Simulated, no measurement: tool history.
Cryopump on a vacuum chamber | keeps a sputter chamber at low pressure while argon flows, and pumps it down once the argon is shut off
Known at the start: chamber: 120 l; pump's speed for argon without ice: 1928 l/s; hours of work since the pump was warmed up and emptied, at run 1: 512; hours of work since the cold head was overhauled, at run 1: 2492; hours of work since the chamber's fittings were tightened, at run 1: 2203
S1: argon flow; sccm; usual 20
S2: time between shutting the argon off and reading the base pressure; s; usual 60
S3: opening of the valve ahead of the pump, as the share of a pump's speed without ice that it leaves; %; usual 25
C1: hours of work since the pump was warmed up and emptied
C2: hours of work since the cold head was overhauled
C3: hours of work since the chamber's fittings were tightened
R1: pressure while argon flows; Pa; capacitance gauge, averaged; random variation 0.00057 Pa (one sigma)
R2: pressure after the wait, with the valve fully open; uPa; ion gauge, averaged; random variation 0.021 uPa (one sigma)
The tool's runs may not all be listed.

run    hour  S1   S2  S3   C1    C2    C3      R1    R2
  1     0.0  20   60  25  512  2492  2203  0.0750  1.34
  2    47.4  20   60  25  551  2531  2242  0.0749  1.38
  3   130.1  20   60  25  619  2598  2309  0.0755  1.39
  4   188.3  20   60  25  666  2646  2357  0.0761  1.52
  5   254.2  20   60  25  720  2700  2411  0.0769  1.49
  6   324.5  20   60  25  777  2757  2468  0.0768  1.58
  7   391.2  20   60  25  832  2812  2523  0.0773  1.62
  8   456.4  20   60  25  885  2865  2576  0.0770  1.65
      527.7  -- pump warmed up, emptied and cooled again
  9   542.9  20   60  25   12  2931  2642  0.0718  1.30
 10   590.1  20   60  25   51  2970  2681  0.0711  1.32
 11   651.5  20   60  39  101  3020  2731  0.0458  1.33
 12   717.9  20   60  25  155  3074  2785  0.0713  1.42
 13   753.6  20   60  25  185  3103  2815  0.0736  1.41
 14   795.1  20   60  53  218  3137  2848  0.0344  1.52
 15   835.4  20   60  58  251  3170  2881  0.0322  1.47
 16   901.1  20   60  25  305  3224  2935  0.0726  1.55
 17   946.2  20   60  25  342  3261  2972  0.0736  1.52
 18  1023.4  20   60  25  405  3324  3035  0.0733  1.63
 19  1061.4  23  158  25  436  3355  3066  0.0845  1.44
 20  1139.5  23  158  25  500  3419  3130  0.0853  1.50
     1156.1  -- leaking fittings of the chamber tightened, without venting
 21  1211.7  20  104  51  557  3476    45  0.0395  0.36
 22  1278.8  20   51  43  612  3531   100  0.0454  0.54
 23  1349.4  13   60  25  670  3588   158  0.0494  0.59
 24  1410.5  18  201  25  719  3638   208  0.0683  0.42
 25  1448.3  18  201  25  750  3669   239  0.0696  0.41
 26  1482.7  18  201  25  778  3697   267  0.0694  0.43
 27  1519.4  20   39  25  808  3727   297  0.0774  0.82
 28  1586.0  32   60  25  863  3782   351  0.1239  0.66
 29  1664.7  21   26  25  927  3846   415  0.0822  1.07
     1682.3  -- pump warmed up, emptied and cooled again
 30  1749.9  24  293  38   55  3911   481  0.0567  0.41
 31  1814.4  24  293  38  108  3964   534  0.0575  0.43
 32  1892.8  24  293  38  172  4028   598  0.0583  0.46
 33  1931.1  20   55  25  203  4060   629  0.0725  0.73
 34  2003.9  20   55  25  263  4119   688  0.0731  0.73
 35  2054.1  20   55  25  304  4160   729  0.0729  0.76

3 ways to go on from here, each from the tool as it stands after run 35. What would each give?
  A  2119.9  20  24  25  357  4214  783   ?   ?
  B  2119.9  14  55  22  357  4214  783   ?   ?
  C  2119.9  20  60  38  357  4214  783   ?   ?

run      R1    R2
  A  0.0740  1.17
  B  0.0576  0.79
  C  0.0484  0.81
Without the tool's hidden state the same runs would have given:
run      R1    R2
  A  0.0708  0.83
  B  0.0553  0.46
  C  0.0452  0.46

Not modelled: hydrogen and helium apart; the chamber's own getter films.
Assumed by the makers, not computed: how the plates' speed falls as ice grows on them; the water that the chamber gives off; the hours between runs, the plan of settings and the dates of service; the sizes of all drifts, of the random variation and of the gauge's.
